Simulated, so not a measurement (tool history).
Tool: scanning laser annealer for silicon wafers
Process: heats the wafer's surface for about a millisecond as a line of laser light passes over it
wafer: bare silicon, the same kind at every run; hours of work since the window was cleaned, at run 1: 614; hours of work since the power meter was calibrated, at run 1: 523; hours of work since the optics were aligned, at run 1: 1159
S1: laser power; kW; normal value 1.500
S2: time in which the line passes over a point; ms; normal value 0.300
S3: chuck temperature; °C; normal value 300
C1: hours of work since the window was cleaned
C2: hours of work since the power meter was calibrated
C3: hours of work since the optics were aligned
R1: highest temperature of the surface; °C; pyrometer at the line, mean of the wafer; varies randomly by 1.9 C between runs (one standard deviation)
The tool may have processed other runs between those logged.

{"run": 1, "hour": 0.0, "S1": 1.5, "S2": 0.3, "S3": 300, "C1": 614, "C2": 523, "C3": 1159, "R1": 1090}
{"run": 2, "hour": 42.7, "S1": 1.5, "S2": 0.3, "S3": 300, "C1": 642, "C2": 551, "C3": 1187, "R1": 1083}
{"run": 3, "hour": 91.5, "S1": 1.5, "S2": 0.251, "S3": 300, "C1": 675, "C2": 584, "C3": 1220, "R1": 1023}
{"run": 4, "hour": 124.9, "S1": 1.5, "S2": 0.213, "S3": 300, "C1": 697, "C2": 606, "C3": 1242, "R1": 967}
{"run": 5, "hour": 155.4, "S1": 1.5, "S2": 0.213, "S3": 300, "C1": 717, "C2": 626, "C3": 1262, "R1": 963}
{"run": 6, "hour": 205.5, "S1": 1.5, "S2": 0.213, "S3": 300, "C1": 750, "C2": 659, "C3": 1295, "R1": 964}
{"run": 7, "hour": 235.3, "S1": 1.5, "S2": 0.213, "S3": 300, "C1": 770, "C2": 679, "C3": 1315, "R1": 961}
{"hour": 279.3, "done": "window over the wafer cleaned"}
{"run": 8, "hour": 279.8, "S1": 1.5, "S2": 0.253, "S3": 300, "C1": 0, "C2": 707, "C3": 1343, "R1": 1045}
{"hour": 310.4, "done": "optics aligned, line set to its width"}
{"run": 9, "hour": 326.2, "S1": 1.5, "S2": 0.253, "S3": 300, "C1": 28, "C2": 735, "C3": 11, "R1": 1050}
{"run": 10, "hour": 364.6, "S1": 1.5, "S2": 0.253, "S3": 300, "C1": 53, "C2": 760, "C3": 36, "R1": 1052}
{"run": 11, "hour": 395.2, "S1": 1.5, "S2": 0.3, "S3": 300, "C1": 74, "C2": 781, "C3": 56, "R1": 1111}
{"run": 12, "hour": 444.0, "S1": 1.429, "S2": 0.262, "S3": 300, "C1": 106, "C2": 813, "C3": 89, "R1": 1027}
{"run": 13, "hour": 477.2, "S1": 1.499, "S2": 0.3, "S3": 300, "C1": 128, "C2": 835, "C3": 111, "R1": 1107}
{"run": 14, "hour": 515.2, "S1": 1.499, "S2": 0.3, "S3": 300, "C1": 153, "C2": 860, "C3": 136, "R1": 1111}
{"run": 15, "hour": 562.8, "S1": 1.362, "S2": 0.3, "S3": 300, "C1": 185, "C2": 892, "C3": 168, "R1": 1036}
{"run": 16, "hour": 604.5, "S1": 1.33, "S2": 0.3, "S3": 300, "C1": 213, "C2": 920, "C3": 195, "R1": 1019}
{"run": 17, "hour": 645.6, "S1": 1.317, "S2": 0.342, "S3": 335, "C1": 240, "C2": 947, "C3": 223, "R1": 1094}

Estimate the outcome of run 18 from the log above:
{"run": 18, "hour": 678.5, "S1": 1.502, "S2": 0.352, "S3": 308, "C1": 262, "C2": 969, "C3": 244, "R1": "?"}

{"run 18": {"R1": 1177}}
With the hidden condition absent and the run-to-run variation left alone, this run would have shown R1 1195 °C.
